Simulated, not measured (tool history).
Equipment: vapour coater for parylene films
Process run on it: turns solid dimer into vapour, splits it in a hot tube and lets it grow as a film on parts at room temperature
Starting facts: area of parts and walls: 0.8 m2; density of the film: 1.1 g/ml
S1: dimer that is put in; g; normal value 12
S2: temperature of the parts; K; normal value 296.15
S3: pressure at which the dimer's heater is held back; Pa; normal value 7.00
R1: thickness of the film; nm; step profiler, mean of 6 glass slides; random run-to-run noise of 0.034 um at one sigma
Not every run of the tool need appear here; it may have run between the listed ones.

{"run": 1, "hour": 0.0, "S1": 12, "S2": 296.15, "S3": 7.0, "R1": 7550}
{"run": 2, "hour": 32.0, "S1": 12, "S2": 296.15, "S3": 7.0, "R1": 7460}
{"run": 3, "hour": 65.4, "S1": 12, "S2": 297.15, "S3": 7.0, "R1": 7320}
{"run": 4, "hour": 113.7, "S1": 12, "S2": 303.15, "S3": 7.0, "R1": 6630}
{"run": 5, "hour": 167.0, "S1": 10, "S2": 303.15, "S3": 7.0, "R1": 5500}
{"run": 6, "hour": 208.9, "S1": 10, "S2": 303.15, "S3": 7.0, "R1": 5480}
{"run": 7, "hour": 263.8, "S1": 7, "S2": 292.15, "S3": 7.0, "R1": 4600}
{"run": 8, "hour": 298.8, "S1": 7, "S2": 292.15, "S3": 7.0, "R1": 4570}
{"run": 9, "hour": 343.2, "S1": 13, "S2": 293.15, "S3": 4.12, "R1": 8930}
{"hour": 379.3, "done": "trap's valve overhauled"}
{"run": 10, "hour": 400.1, "S1": 13, "S2": 293.15, "S3": 4.12, "R1": 9810}
{"run": 11, "hour": 429.6, "S1": 12, "S2": 296.15, "S3": 2.81, "R1": 8980}
{"run": 12, "hour": 456.0, "S1": 18, "S2": 297.15, "S3": 6.41, "R1": 11960}

Branching from run 12: 3 alternative next runs. What would each branch give?
{"run": "A", "hour": 498.0, "S1": 7, "S2": 291.15, "S3": 11.22, "R1": "?"}
{"run": "B", "hour": 498.0, "S1": 8, "S2": 296.15, "S3": 4.33, "R1": "?"}
{"run": "C", "hour": 498.0, "S1": 5, "S2": 296.15, "S3": 2.22, "R1": "?"}

run=A R1=4780
run=B R1=5660
run=C R1=3880
With no hidden state in the tool, these same runs would have given:
run=A R1=4770
run=B R1=5640
run=C R1=3870
